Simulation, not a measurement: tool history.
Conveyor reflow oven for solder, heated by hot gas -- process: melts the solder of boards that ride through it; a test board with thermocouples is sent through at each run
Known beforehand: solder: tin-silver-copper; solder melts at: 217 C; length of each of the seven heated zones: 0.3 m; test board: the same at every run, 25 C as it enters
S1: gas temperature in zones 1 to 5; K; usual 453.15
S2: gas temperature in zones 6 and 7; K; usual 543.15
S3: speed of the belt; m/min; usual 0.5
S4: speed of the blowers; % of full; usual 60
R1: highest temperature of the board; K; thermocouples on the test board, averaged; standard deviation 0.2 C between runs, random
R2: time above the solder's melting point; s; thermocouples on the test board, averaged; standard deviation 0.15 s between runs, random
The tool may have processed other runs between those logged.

{"run": 1, "hour": 0.0, "S1": 453.15, "S2": 543.15, "S3": 0.5, "S4": 60, "R1": 527.95, "R2": 57.6}
{"hour": 34.9, "done": "thermocouples of zones 6 and 7 changed"}
{"run": 2, "hour": 77.6, "S1": 453.15, "S2": 543.15, "S3": 0.5, "S4": 60, "R1": 525.95, "R2": 56.3}
{"run": 3, "hour": 129.1, "S1": 453.15, "S2": 543.15, "S3": 0.5, "S4": 60, "R1": 526.25, "R2": 56.1}
{"run": 4, "hour": 182.6, "S1": 453.15, "S2": 543.15, "S3": 0.5, "S4": 60, "R1": 525.75, "R2": 56.5}
{"run": 5, "hour": 253.2, "S1": 453.15, "S2": 543.15, "S3": 0.5, "S4": 60, "R1": 525.65, "R2": 56.1}
{"run": 6, "hour": 330.3, "S1": 446.15, "S2": 543.15, "S3": 0.5, "S4": 60, "R1": 524.45, "R2": 52.6}
{"run": 7, "hour": 367.1, "S1": 446.15, "S2": 543.15, "S3": 0.5, "S4": 60, "R1": 524.45, "R2": 52.4}
{"run": 8, "hour": 438.2, "S1": 446.15, "S2": 543.15, "S3": 0.5, "S4": 60, "R1": 524.35, "R2": 52.5}
{"run": 9, "hour": 496.6, "S1": 453.15, "S2": 543.15, "S3": 0.5, "S4": 60, "R1": 525.75, "R2": 56.2}
{"run": 10, "hour": 538.5, "S1": 453.15, "S2": 543.15, "S3": 0.5, "S4": 60, "R1": 525.85, "R2": 55.9}
{"run": 11, "hour": 613.6, "S1": 453.15, "S2": 543.15, "S3": 0.5, "S4": 60, "R1": 525.95, "R2": 56.1}
{"run": 12, "hour": 685.2, "S1": 453.15, "S2": 543.15, "S3": 0.459, "S4": 60, "R1": 528.55, "R2": 64.1}
{"run": 13, "hour": 740.7, "S1": 453.15, "S2": 547.15, "S3": 0.459, "S4": 60, "R1": 531.95, "R2": 65.7}
{"run": 14, "hour": 807.5, "S1": 453.15, "S2": 547.15, "S3": 0.459, "S4": 60, "R1": 531.85, "R2": 65.9}
{"hour": 882.4, "done": "belt drive overhauled, speed set with a stopwatch"}
{"run": 15, "hour": 882.4, "S1": 453.15, "S2": 547.15, "S3": 0.459, "S4": 60, "R1": 531.35, "R2": 64.9}
{"run": 16, "hour": 941.8, "S1": 453.15, "S2": 547.15, "S3": 0.459, "S4": 60, "R1": 531.65, "R2": 65}
{"run": 17, "hour": 987.9, "S1": 444.15, "S2": 539.15, "S3": 0.401, "S4": 84, "R1": 530.55, "R2": 71.6}
{"run": 18, "hour": 1034.9, "S1": 453.15, "S2": 532.15, "S3": 0.47, "S4": 60, "R1": 517.95, "R2": 53.3}
{"run": 19, "hour": 1076.3, "S1": 459.15, "S2": 545.15, "S3": 0.457, "S4": 65, "R1": 532.15, "R2": 68.2}
{"hour": 1100.0, "done": "flux residue cleaned out of gas plates and filters"}
{"run": 20, "hour": 1145.6, "S1": 459.15, "S2": 545.15, "S3": 0.457, "S4": 65, "R1": 533.75, "R2": 69.8}
{"run": 21, "hour": 1216.8, "S1": 459.15, "S2": 545.15, "S3": 0.457, "S4": 65, "R1": 533.95, "R2": 69.5}
{"run": 22, "hour": 1288.9, "S1": 465.15, "S2": 543.15, "S3": 0.5, "S4": 54, "R1": 528.35, "R2": 61.9}
{"run": 23, "hour": 1325.7, "S1": 463.15, "S2": 543.15, "S3": 0.5, "S4": 60, "R1": 529.25, "R2": 62}
{"run": 24, "hour": 1384.4, "S1": 453.15, "S2": 543.15, "S3": 0.5, "S4": 53, "R1": 525.15, "R2": 55.4}
{"run": 25, "hour": 1452.3, "S1": 440.15, "S2": 543.15, "S3": 0.438, "S4": 53, "R1": 527.85, "R2": 60.9}
{"run": 26, "hour": 1502.7, "S1": 453.15, "S2": 543.15, "S3": 0.443, "S4": 67, "R1": 532.25, "R2": 68.8}
{"run": 27, "hour": 1545.5, "S1": 453.15, "S2": 543.15, "S3": 0.443, "S4": 87, "R1": 535.35, "R2": 71.2}
{"hour": 1589.1, "done": "thermocouples of zones 6 and 7 changed"}
{"run": 28, "hour": 1615.5, "S1": 457.15, "S2": 543.15, "S3": 0.403, "S4": 60, "R1": 532.55, "R2": 77.5}
{"run": 29, "hour": 1677.6, "S1": 457.15, "S2": 543.15, "S3": 0.403, "S4": 60, "R1": 532.45, "R2": 77.9}
{"run": 30, "hour": 1748.3, "S1": 457.15, "S2": 543.15, "S3": 0.403, "S4": 60, "R1": 532.25, "R2": 77.6}
{"run": 31, "hour": 1785.9, "S1": 447.15, "S2": 543.15, "S3": 0.5, "S4": 81, "R1": 528.05, "R2": 56.2}
{"run": 32, "hour": 1860.2, "S1": 465.15, "S2": 546.15, "S3": 0.44, "S4": 60, "R1": 534.25, "R2": 75.3}

Difference, measured minus no-hidden-state, one row per run. Run-to-run variation is common to both terms; the gauge's own scatter need not be:
Hidden state present: heat that the gas passes to the board, % of a clean oven's; belt's true speed, % of the reading; true gas temperature in zones 6 and 7 over the reading, C; drift of the gauge itself on peak_c, C; drift of the gauge itself on liquid_s, %.
run=1 R1=+2.1 R2=+1.7
run=2 R1=-0.2 R2=+0.2
run=3 R1=-0.2 R2=+0.2
run=4 R1=-0.3 R2=+0.2
run=5 R1=-0.3 R2=+0.2
run=6 R1=-0.4 R2=+0.1
run=7 R1=-0.3 R2=+0.1
run=8 R1=-0.3 R2=+0.1
run=9 R1=-0.3 R2=+0.2
run=10 R1=-0.3 R2=+0.2
run=11 R1=-0.4 R2=+0.1
run=12 R1=-0.2 R2=+0.4
run=13 R1=-0.3 R2=+0.4
run=14 R1=-0.2 R2=+0.4
run=15 R1=-0.6 R2=-0.7
run=16 R1=-0.7 R2=-0.7
run=17 R1=-0.4 R2=-0.9
run=18 R1=-0.5 R2=-1.1
run=19 R1=-0.5 R2=-0.6
run=20 R1=+1.3 R2=+0.8
run=21 R1=+1.3 R2=+0.8
run=22 R1=+1.2 R2=+0.8
run=23 R1=+1.2 R2=+0.8
run=24 R1=+1.2 R2=+0.9
run=25 R1=+1.3 R2=+1.1
run=26 R1=+1.4 R2=+1
run=27 R1=+1.4 R2=+0.9
run=28 R1=-0.3 R2=+0
run=29 R1=-0.3 R2=+0.1
run=30 R1=-0.3 R2=+0.1
run=31 R1=-0.8 R2=-0.5
run=32 R1=-0.3 R2=+0.2

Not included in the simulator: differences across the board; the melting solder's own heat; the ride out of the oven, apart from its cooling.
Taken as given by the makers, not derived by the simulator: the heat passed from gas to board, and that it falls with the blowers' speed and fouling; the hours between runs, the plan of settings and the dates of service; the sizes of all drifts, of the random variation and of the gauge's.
